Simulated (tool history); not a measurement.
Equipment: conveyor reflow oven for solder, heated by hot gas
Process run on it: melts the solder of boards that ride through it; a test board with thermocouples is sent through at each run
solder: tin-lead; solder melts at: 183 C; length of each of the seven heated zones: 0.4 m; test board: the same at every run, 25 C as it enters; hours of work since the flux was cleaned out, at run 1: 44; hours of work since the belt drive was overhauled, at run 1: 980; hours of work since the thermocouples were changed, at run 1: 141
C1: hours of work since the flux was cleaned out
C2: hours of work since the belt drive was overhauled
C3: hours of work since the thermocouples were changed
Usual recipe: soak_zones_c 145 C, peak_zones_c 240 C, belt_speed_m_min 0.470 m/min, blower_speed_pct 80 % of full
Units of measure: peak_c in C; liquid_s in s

run 1 hour=0.0 | soak_zones_c=145 peak_zones_c=240 belt_speed_m_min=0.470 blower_speed_pct=80 | C1=44 C2=980 C3=141 | peak_c=225.4 liquid_s=89.7
run 2 hour=48.5 | soak_zones_c=145 peak_zones_c=240 belt_speed_m_min=0.470 blower_speed_pct=80 | C1=69 C2=1005 C3=166 | peak_c=224.7 liquid_s=89.6
run 3 hour=112.6 | soak_zones_c=145 peak_zones_c=240 belt_speed_m_min=0.470 blower_speed_pct=80 | C1=102 C2=1038 C3=199 | peak_c=224.5 liquid_s=89.7
run 4 hour=146.5 | soak_zones_c=145 peak_zones_c=240 belt_speed_m_min=0.470 blower_speed_pct=80 | C1=120 C2=1055 C3=217 | peak_c=224.4 liquid_s=89.5
run 5 hour=208.6 | soak_zones_c=145 peak_zones_c=240 belt_speed_m_min=0.537 blower_speed_pct=80 | C1=152 C2=1088 C3=249 | peak_c=219.9 liquid_s=73.9
-- hour=239.4 belt drive overhauled, speed set with a stopwatch
run 6 hour=264.0 | soak_zones_c=145 peak_zones_c=240 belt_speed_m_min=0.537 blower_speed_pct=80 | C1=178 C2=13 C3=275 | peak_c=218.4 liquid_s=70.8
run 7 hour=296.6 | soak_zones_c=145 peak_zones_c=233 belt_speed_m_min=0.470 blower_speed_pct=80 | C1=195 C2=30 C3=292 | peak_c=216.6 liquid_s=80.2
run 8 hour=335.7 | soak_zones_c=145 peak_zones_c=233 belt_speed_m_min=0.470 blower_speed_pct=80 | C1=215 C2=50 C3=312 | peak_c=216.7 liquid_s=80.0
run 9 hour=389.8 | soak_zones_c=145 peak_zones_c=250 belt_speed_m_min=0.470 blower_speed_pct=80 | C1=243 C2=78 C3=340 | peak_c=231.7 liquid_s=92.0
run 10 hour=458.0 | soak_zones_c=145 peak_zones_c=240 belt_speed_m_min=0.470 blower_speed_pct=80 | C1=279 C2=113 C3=375 | peak_c=222.4 liquid_s=85.2
run 11 hour=524.4 | soak_zones_c=145 peak_zones_c=240 belt_speed_m_min=0.470 blower_speed_pct=80 | C1=313 C2=147 C3=410 | peak_c=221.7 liquid_s=85.2
run 12 hour=590.4 | soak_zones_c=145 peak_zones_c=240 belt_speed_m_min=0.470 blower_speed_pct=80 | C1=347 C2=181 C3=444 | peak_c=221.5 liquid_s=84.5
run 13 hour=659.8 | soak_zones_c=152 peak_zones_c=240 belt_speed_m_min=0.470 blower_speed_pct=80 | C1=383 C2=217 C3=479 | peak_c=223.0 liquid_s=89.4
run 14 hour=706.5 | soak_zones_c=152 peak_zones_c=240 belt_speed_m_min=0.470 blower_speed_pct=80 | C1=407 C2=241 C3=503 | peak_c=222.2 liquid_s=89.1
run 15 hour=757.8 | soak_zones_c=152 peak_zones_c=245 belt_speed_m_min=0.461 blower_speed_pct=80 | C1=433 C2=267 C3=530 | peak_c=227.0 liquid_s=94.9
run 16 hour=807.9 | soak_zones_c=160 peak_zones_c=240 belt_speed_m_min=0.549 blower_speed_pct=80 | C1=459 C2=293 C3=556 | peak_c=219.0 liquid_s=77.2
run 17 hour=839.5 | soak_zones_c=151 peak_zones_c=240 belt_speed_m_min=0.470 blower_speed_pct=80 | C1=475 C2=310 C3=572 | peak_c=221.4 liquid_s=88.1
-- hour=856.0 flux residue cleaned out of gas plates and filters
run 18 hour=893.0 | soak_zones_c=152 peak_zones_c=250 belt_speed_m_min=0.548 blower_speed_pct=54 | C1=19 C2=335 C3=597 | peak_c=221.2 liquid_s=74.2
run 19 hour=932.0 | soak_zones_c=158 peak_zones_c=250 belt_speed_m_min=0.424 blower_speed_pct=52 | C1=39 C2=355 C3=617 | peak_c=230.9 liquid_s=110.8
run 20 hour=973.5 | soak_zones_c=159 peak_zones_c=247 belt_speed_m_min=0.424 blower_speed_pct=83 | C1=61 C2=376 C3=639 | peak_c=234.5 liquid_s=112.8
run 21 hour=1021.2 | soak_zones_c=159 peak_zones_c=247 belt_speed_m_min=0.424 blower_speed_pct=83 | C1=85 C2=401 C3=663 | peak_c=234.8 liquid_s=112.6
run 22 hour=1066.6 | soak_zones_c=159 peak_zones_c=247 belt_speed_m_min=0.420 blower_speed_pct=57 | C1=109 C2=424 C3=687 | peak_c=229.5 liquid_s=111.5
run 23 hour=1129.3 | soak_zones_c=159 peak_zones_c=247 belt_speed_m_min=0.420 blower_speed_pct=57 | C1=141 C2=457 C3=719 | peak_c=229.7 liquid_s=111.5
run 24 hour=1176.9 | soak_zones_c=148 peak_zones_c=229 belt_speed_m_min=0.447 blower_speed_pct=54 | C1=166 C2=481 C3=744 | peak_c=209.0 liquid_s=76.3
run 25 hour=1242.2 | soak_zones_c=155 peak_zones_c=238 belt_speed_m_min=0.407 blower_speed_pct=65 | C1=199 C2=515 C3=777 | peak_c=222.8 liquid_s=106.7
run 26 hour=1316.7 | soak_zones_c=155 peak_zones_c=238 belt_speed_m_min=0.407 blower_speed_pct=65 | C1=238 C2=553 C3=816 | peak_c=222.3 liquid_s=106.7

Forecast each of these 3 alternatives for the next run:
run A hour=1363.4 | soak_zones_c=155 peak_zones_c=238 belt_speed_m_min=0.407 blower_speed_pct=51 | C1=262 C2=577 C3=840 | peak_c=? liquid_s=?
run B hour=1363.4 | soak_zones_c=146 peak_zones_c=231 belt_speed_m_min=0.505 blower_speed_pct=80 | C1=262 C2=577 C3=840 | peak_c=? liquid_s=?
run C hour=1363.4 | soak_zones_c=134 peak_zones_c=254 belt_speed_m_min=0.470 blower_speed_pct=52 | C1=262 C2=577 C3=840 | peak_c=? liquid_s=?

run=A peak_c=219.8 liquid_s=103.3
run=B peak_c=211.7 liquid_s=70.1
run=C peak_c=224.0 liquid_s=81.2
Take away the tool's hidden state, keep each run's random variation, and the runs would have read:
run=A peak_c=223.5 liquid_s=105.5
run=B peak_c=215.8 liquid_s=73.8
run=C peak_c=227.9 liquid_s=83.8
